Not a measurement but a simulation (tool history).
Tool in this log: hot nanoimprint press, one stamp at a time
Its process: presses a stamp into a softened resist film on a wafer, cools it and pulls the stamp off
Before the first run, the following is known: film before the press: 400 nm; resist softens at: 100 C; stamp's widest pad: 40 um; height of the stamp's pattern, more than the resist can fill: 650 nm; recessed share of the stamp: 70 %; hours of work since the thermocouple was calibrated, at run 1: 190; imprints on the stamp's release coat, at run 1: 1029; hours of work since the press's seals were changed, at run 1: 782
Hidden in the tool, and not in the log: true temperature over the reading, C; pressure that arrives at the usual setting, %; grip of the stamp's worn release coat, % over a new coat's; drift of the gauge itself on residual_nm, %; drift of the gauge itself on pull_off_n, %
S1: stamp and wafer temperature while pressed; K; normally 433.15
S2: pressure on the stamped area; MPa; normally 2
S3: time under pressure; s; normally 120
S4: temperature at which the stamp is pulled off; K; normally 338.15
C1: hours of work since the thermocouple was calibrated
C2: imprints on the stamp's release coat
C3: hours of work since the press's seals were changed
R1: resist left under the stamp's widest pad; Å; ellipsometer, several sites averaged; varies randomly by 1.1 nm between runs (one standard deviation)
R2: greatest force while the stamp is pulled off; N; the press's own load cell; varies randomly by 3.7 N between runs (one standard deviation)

run 1 hour=0 | S1=433.15 S2=2 S3=120 S4=338.15 | C1=190 C2=1029 C3=782 | R1=1898 R2=259
run 2 hour=19.2 | S1=433.15 S2=2 S3=120 S4=338.15 | C1=205 C2=1088 C3=796 | R1=1901 R2=255
run 3 hour=42.3 | S1=433.15 S2=2 S3=120 S4=338.15 | C1=222 C2=1160 C3=814 | R1=1902 R2=278
run 4 hour=65.8 | S1=433.15 S2=3.05 S3=120 S4=338.15 | C1=240 C2=1233 C3=831 | R1=1601 R2=275
run 5 hour=83.5 | S1=433.15 S2=2 S3=62 S4=338.15 | C1=253 C2=1288 C3=845 | R1=2359 R2=260
run 6 hour=112.1 | S1=433.15 S2=2 S3=62 S4=338.15 | C1=275 C2=1376 C3=866 | R1=2382 R2=290
run 7 hour=140.3 | S1=433.15 S2=2 S3=62 S4=338.15 | C1=296 C2=1464 C3=888 | R1=2353 R2=291
-- hour=159.7 plate thermocouple calibrated
-- hour=168.2 stamp cleaned and given a new release coat
run 8 hour=172.6 | S1=433.15 S2=2 S3=62 S4=338.15 | C1=5 C2=13 C3=905 | R1=2499 R2=179
run 9 hour=191.1 | S1=433.15 S2=2 S3=62 S4=338.15 | C1=19 C2=71 C3=919 | R1=2469 R2=181
run 10 hour=212 | S1=436.15 S2=2 S3=62 S4=338.15 | C1=35 C2=135 C3=935 | R1=2179 R2=182
run 11 hour=243.3 | S1=436.15 S2=2 S3=62 S4=338.15 | C1=59 C2=232 C3=959 | R1=2167 R2=193
run 12 hour=275.3 | S1=436.15 S2=2 S3=62 S4=338.15 | C1=83 C2=332 C3=983 | R1=2163 R2=196
-- hour=296.3 press's hydraulic seals changed and the load cell set to zero
run 13 hour=310.7 | S1=436.15 S2=2 S3=62 S4=338.15 | C1=103 C2=417 C3=11 | R1=2120 R2=217
run 14 hour=333.1 | S1=433.15 S2=1.27 S3=120 S4=338.15 | C1=120 C2=486 C3=28 | R1=2264 R2=214
run 15 hour=355.1 | S1=433.15 S2=2 S3=120 S4=338.15 | C1=137 C2=555 C3=44 | R1=1895 R2=208
run 16 hour=376.6 | S1=427.15 S2=1.38 S3=78 S4=332.15 | C1=153 C2=621 C3=61 | R1=3069 R2=240
run 17 hour=403.3 | S1=433.15 S2=2.23 S3=185 S4=338.15 | C1=173 C2=704 C3=81 | R1=1518 R2=234
run 18 hour=418.3 | S1=425.15 S2=2.91 S3=120 S4=338.15 | C1=185 C2=750 C3=92 | R1=2443 R2=237
run 19 hour=434.3 | S1=425.15 S2=2.91 S3=120 S4=338.15 | C1=197 C2=800 C3=104 | R1=2434 R2=236
run 20 hour=462.1 | S1=431.15 S2=3.15 S3=120 S4=338.15 | C1=218 C2=886 C3=125 | R1=1720 R2=240
run 21 hour=481.5 | S1=432.15 S2=3.15 S3=120 S4=338.15 | C1=233 C2=947 C3=140 | R1=1631 R2=238
run 22 hour=506 | S1=433.15 S2=2 S3=99 S4=338.15 | C1=251 C2=1023 C3=158 | R1=1990 R2=261
run 23 hour=531.9 | S1=423.15 S2=1.29 S3=134 S4=324.15 | C1=271 C2=1103 C3=178 | R1=3126 R2=331
run 24 hour=557.8 | S1=423.15 S2=2.59 S3=125 S4=338.15 | C1=290 C2=1183 C3=198 | R1=2699 R2=273
-- hour=583.1 plate thermocouple calibrated
run 25 hour=587.4 | S1=431.15 S2=1.73 S3=117 S4=338.15 | C1=3 C2=1265 C3=218 | R1=2309 R2=282
run 26 hour=610.4 | S1=431.15 S2=1.73 S3=117 S4=338.15 | C1=21 C2=1337 C3=235 | R1=2313 R2=287
run 27 hour=634.1 | S1=431.15 S2=2 S3=120 S4=338.15 | C1=39 C2=1410 C3=253 | R1=2178 R2=293
run 28 hour=663.1 | S1=422.15 S2=2.98 S3=120 S4=338.15 | C1=60 C2=1500 C3=275 | R1=2863 R2=297
-- hour=678.5 stamp cleaned and given a new release coat
run 29 hour=696.7 | S1=443.15 S2=2 S3=120 S4=338.15 | C1=81 C2=57 C3=296 | R1=1146 R2=175

Branching from run 29: 4 alternative next runs. What would each branch give?
run A hour=714.6 | S1=439.15 S2=1.99 S3=120 S4=338.15 | C1=95 C2=112 C3=309 | R1=? R2=?
run B hour=714.6 | S1=443.15 S2=1.66 S3=120 S4=338.15 | C1=95 C2=112 C3=309 | R1=? R2=?
run C hour=714.6 | S1=443.15 S2=1.49 S3=133 S4=329.15 | C1=95 C2=112 C3=309 | R1=? R2=?
run D hour=714.6 | S1=424.15 S2=2 S3=68 S4=342.15 | C1=95 C2=112 C3=309 | R1=? R2=?

run=A R1=1422 R2=190
run=B R1=1262 R2=178
run=C R1=1255 R2=219
run=D R1=3275 R2=177
Had the tool no hidden state, the same runs would have come out as:
run=A R1=1432 R2=182
run=B R1=1271 R2=171
run=C R1=1265 R2=210
run=D R1=3287 R2=170
